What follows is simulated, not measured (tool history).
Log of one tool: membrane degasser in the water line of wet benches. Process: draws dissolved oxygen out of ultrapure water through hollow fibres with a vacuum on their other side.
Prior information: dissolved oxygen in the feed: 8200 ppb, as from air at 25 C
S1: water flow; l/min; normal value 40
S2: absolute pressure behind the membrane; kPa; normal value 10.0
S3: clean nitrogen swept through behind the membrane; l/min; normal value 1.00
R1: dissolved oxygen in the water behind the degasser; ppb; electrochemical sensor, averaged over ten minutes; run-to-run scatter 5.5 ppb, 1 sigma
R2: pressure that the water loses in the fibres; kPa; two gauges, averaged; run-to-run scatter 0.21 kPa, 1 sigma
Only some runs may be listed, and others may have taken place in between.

run 1 hour=0.0 | S1=40 S2=10.0 S3=1.00 | R1=577.1 R2=50.88
run 2 hour=127.5 | S1=40 S2=10.0 S3=1.00 | R1=582.8 R2=50.89
run 3 hour=355.2 | S1=40 S2=10.0 S3=1.00 | R1=581.7 R2=51.02
run 4 hour=597.0 | S1=40 S2=10.0 S3=1.00 | R1=577.6 R2=51.31
-- hour=696.8 seals of the vacuum lines changed
run 5 hour=721.8 | S1=40 S2=10.0 S3=1.00 | R1=577.9 R2=51.04
run 6 hour=937.9 | S1=40 S2=10.2 S3=1.00 | R1=594.7 R2=50.92
run 7 hour=1162.6 | S1=40 S2=10.2 S3=0.85 | R1=672.8 R2=51.37
run 8 hour=1334.9 | S1=40 S2=10.0 S3=1.00 | R1=575.8 R2=51.27
run 9 hour=1537.8 | S1=40 S2=10.0 S3=1.00 | R1=586.4 R2=51.04
run 10 hour=1742.9 | S1=58 S2=10.0 S3=1.00 | R1=837.0 R2=74.78
run 11 hour=1948.9 | S1=40 S2=7.2 S3=1.00 | R1=380.9 R2=51.42
run 12 hour=2091.8 | S1=40 S2=7.2 S3=1.00 | R1=378.2 R2=51.39
run 13 hour=2254.5 | S1=40 S2=7.2 S3=1.00 | R1=379.0 R2=51.55
run 14 hour=2407.4 | S1=35 S2=10.0 S3=1.00 | R1=509.1 R2=45.26
run 15 hour=2592.7 | S1=35 S2=10.0 S3=1.00 | R1=523.6 R2=44.85
run 16 hour=2756.4 | S1=35 S2=10.0 S3=1.00 | R1=513.4 R2=45.00
run 17 hour=3006.7 | S1=40 S2=20.7 S3=2.18 | R1=735.2 R2=51.74
run 18 hour=3180.7 | S1=42 S2=8.5 S3=1.07 | R1=484.9 R2=54.36
run 19 hour=3323.7 | S1=36 S2=8.5 S3=0.47 | R1=716.8 R2=46.26
run 20 hour=3558.6 | S1=36 S2=8.5 S3=0.47 | R1=709.6 R2=46.32
run 21 hour=3798.0 | S1=36 S2=8.5 S3=0.47 | R1=719.1 R2=46.62
run 22 hour=4075.4 | S1=36 S2=8.5 S3=0.47 | R1=715.4 R2=47.00
run 23 hour=4257.6 | S1=36 S2=8.5 S3=0.47 | R1=705.0 R2=46.77
run 24 hour=4455.5 | S1=35 S2=6.6 S3=0.56 | R1=431.6 R2=45.64
run 25 hour=4641.3 | S1=35 S2=6.6 S3=0.56 | R1=422.4 R2=45.52
run 26 hour=4922.2 | S1=35 S2=10.5 S3=0.88 | R1=608.5 R2=45.60
run 27 hour=5090.3 | S1=40 S2=19.9 S3=2.69 | R1=607.1 R2=52.28
run 28 hour=5251.3 | S1=40 S2=19.9 S3=2.69 | R1=608.8 R2=51.89
run 29 hour=5529.6 | S1=40 S2=19.2 S3=0.74 | R1=1430.9 R2=51.95
run 30 hour=5651.6 | S1=40 S2=19.2 S3=0.74 | R1=1441.2 R2=52.31
run 31 hour=5795.2 | S1=40 S2=19.2 S3=0.74 | R1=1472.2 R2=52.59
run 32 hour=5969.7 | S1=40 S2=19.2 S3=0.74 | R1=1459.4 R2=52.67

A few steps of R1 between consecutive runs. Split each: what settings, incoming material and random variation would produce without the hidden state, and what is left over for the hidden state, along with gauge scatter present in only one of the two compared results (measured, and without hidden state):
Hidden state at play: membrane still open, %; true pressure behind the membrane over the reading, kPa; air that leaks in behind the membrane, l/min; drift of the gauge itself on oxygen_ppb, %; drift of the gauge itself on loss_of_pressure_kpa, %.
Run 9 -> 10: S1 40 -> 58. R1 +250.6 ppb: hidden state +7.3, all else +243.3.
Run 10 -> 11: S1 58 -> 40, S2 10.0 -> 7.2. R1 -456.1 ppb: hidden state -5.9, all else -450.2.
Run 17 -> 18: S1 40 -> 42, S2 20.7 -> 8.5, S3 2.18 -> 1.07. R1 -250.3 ppb: hidden state +4.5, all else -254.8.
Run 23 -> 24: S1 36 -> 35, S2 8.5 -> 6.6, S3 0.47 -> 0.56. R1 -273.4 ppb: hidden state +0.2, all else -273.6.
Run 28 -> 29: S2 19.9 -> 19.2, S3 2.69 -> 0.74. R1 +822.1 ppb: hidden state +2.8, all else +819.3.
